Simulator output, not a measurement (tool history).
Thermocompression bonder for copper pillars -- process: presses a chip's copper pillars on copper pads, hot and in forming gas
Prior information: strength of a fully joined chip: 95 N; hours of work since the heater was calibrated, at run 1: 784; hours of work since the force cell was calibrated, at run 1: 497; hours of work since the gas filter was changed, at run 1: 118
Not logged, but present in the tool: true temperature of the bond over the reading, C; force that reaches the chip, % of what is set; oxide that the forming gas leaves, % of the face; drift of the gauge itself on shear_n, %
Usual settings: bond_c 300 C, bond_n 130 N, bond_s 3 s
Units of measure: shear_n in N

run    day  bond_c  bond_n  bond_s  hours of work since the heater was calibrated  hours of work since the force cell was calibrated  hours of work since the gas filter was changed  shear_n
  1      0     300     130       3                                            784                                                497                                             118     43.7
  2  0.883     300     130       3                                            800                                                513                                             134       45
  3   1.65     300     130       3                                            814                                                528                                             148       44
  4  2.408     300     130       3                                            828                                                542                                             162       44
  5  3.267     300     130       3                                            844                                                557                                             178     44.7
  6    3.7     300     130       3                                            852                                                565                                             186     44.5
  7  4.379     323     128       6                                            865                                                578                                             198     62.7
  8  4.742     271     130       3                                            871                                                585                                             205       35
     4.879  -- force cell calibrated
  9  5.433     300      79       2                                            883                                                 10                                             217     24.8
 10  6.146     300      79       2                                            896                                                 23                                             230     25.2
       6.4  -- heater calibrated with a thermocouple chip
 11  6.662     300     178       2                                              5                                                 31                                             238     44.2

Each row is a separate what-if for the run after 11, all from the same tool condition, not one after another. Results?
  A  7.45     300     130       2                                             19                                                 46                                             252        ?
  B  7.45     284     130       7                                             19                                                 46                                             252        ?
  C  7.45     292     130       3                                             19                                                 46                                             252        ?

run  shear_n
  A     34.5
  B     47.9
  C     37.3
With the hidden condition removed and each run's random variation left untouched, the same runs would have given:
run  shear_n
  A     35.6
  B     49.5
  C     38.5
